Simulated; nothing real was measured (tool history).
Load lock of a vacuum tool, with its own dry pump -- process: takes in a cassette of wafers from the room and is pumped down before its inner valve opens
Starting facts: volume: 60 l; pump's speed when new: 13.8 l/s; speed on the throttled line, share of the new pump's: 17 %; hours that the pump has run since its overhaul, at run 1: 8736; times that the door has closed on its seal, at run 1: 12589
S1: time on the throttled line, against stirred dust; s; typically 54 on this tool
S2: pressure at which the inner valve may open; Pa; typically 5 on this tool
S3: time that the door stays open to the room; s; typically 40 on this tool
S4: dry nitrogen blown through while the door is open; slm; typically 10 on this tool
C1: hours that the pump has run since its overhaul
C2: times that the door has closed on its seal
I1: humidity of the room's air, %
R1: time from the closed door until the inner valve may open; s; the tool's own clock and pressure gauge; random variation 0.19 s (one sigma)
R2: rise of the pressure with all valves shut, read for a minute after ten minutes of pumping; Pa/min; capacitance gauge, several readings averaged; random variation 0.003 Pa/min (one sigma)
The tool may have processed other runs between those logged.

run 1 hour=0.0 | S1=54 S2=5 S3=40 S4=10 | C1=8736 C2=12589 | I1=46.4 | R1=90.0 R2=0.250
run 2 hour=231.8 | S1=54 S2=5 S3=40 S4=10 | C1=8968 C2=13496 | I1=43.5 | R1=89.8 R2=0.260
run 3 hour=450.4 | S1=54 S2=5 S3=40 S4=10 | C1=9186 C2=14353 | I1=44.5 | R1=90.1 R2=0.284
run 4 hour=563.7 | S1=54 S2=5 S3=40 S4=10 | C1=9300 C2=14796 | I1=50.2 | R1=89.9 R2=0.294
run 5 hour=762.7 | S1=54 S2=5 S3=40 S4=10 | C1=9499 C2=15576 | I1=42.2 | R1=90.1 R2=0.323
run 6 hour=924.6 | S1=54 S2=5 S3=40 S4=10 | C1=9660 C2=16210 | I1=47.3 | R1=90.3 R2=0.336
run 7 hour=1042.7 | S1=54 S2=5 S3=40 S4=10 | C1=9779 C2=16672 | I1=42.7 | R1=90.2 R2=0.341
run 8 hour=1284.5 | S1=101 S2=9 S3=178 S4=10 | C1=10020 C2=17619 | I1=50.1 | R1=126.0 R2=0.409
run 9 hour=1465.6 | S1=54 S2=8 S3=40 S4=5 | C1=10201 C2=18328 | I1=48.6 | R1=87.7 R2=0.414
run 10 hour=1576.9 | S1=90 S2=7 S3=40 S4=15 | C1=10313 C2=18764 | I1=47.7 | R1=118.3 R2=0.408
run 11 hour=1809.8 | S1=90 S2=7 S3=40 S4=15 | C1=10546 C2=19676 | I1=45.4 | R1=118.4 R2=0.447
run 12 hour=2011.7 | S1=76 S2=7 S3=40 S4=15 | C1=10748 C2=20467 | I1=44.7 | R1=106.7 R2=0.451
run 13 hour=2231.5 | S1=76 S2=7 S3=40 S4=15 | C1=10967 C2=21328 | I1=43.4 | R1=106.8 R2=0.493

4 ways to go on from here, each from the tool as it stands after run 13. What would each give?
run A hour=2482.5 | S1=43 S2=7 S3=46 S4=15 | C1=11218 C2=22311 | I1=44.7 | R1=? R2=?
run B hour=2482.5 | S1=54 S2=5 S3=104 S4=10 | C1=11218 C2=22311 | I1=43.4 | R1=? R2=?
run C hour=2482.5 | S1=76 S2=5 S3=40 S4=38 | C1=11218 C2=22311 | I1=42.6 | R1=? R2=?
run D hour=2482.5 | S1=54 S2=4 S3=40 S4=10 | C1=11218 C2=22311 | I1=46.7 | R1=? R2=?

run=A R1=79.7 R2=0.526
run=B R1=90.5 R2=0.549
run=C R1=108.4 R2=0.502
run=D R1=91.4 R2=0.530
With no hidden state in the tool, these same runs would have given:
run=A R1=77.3 R2=0.042
run=B R1=88.1 R2=0.059
run=C R1=106.2 R2=0.023
run=D R1=88.9 R2=0.048

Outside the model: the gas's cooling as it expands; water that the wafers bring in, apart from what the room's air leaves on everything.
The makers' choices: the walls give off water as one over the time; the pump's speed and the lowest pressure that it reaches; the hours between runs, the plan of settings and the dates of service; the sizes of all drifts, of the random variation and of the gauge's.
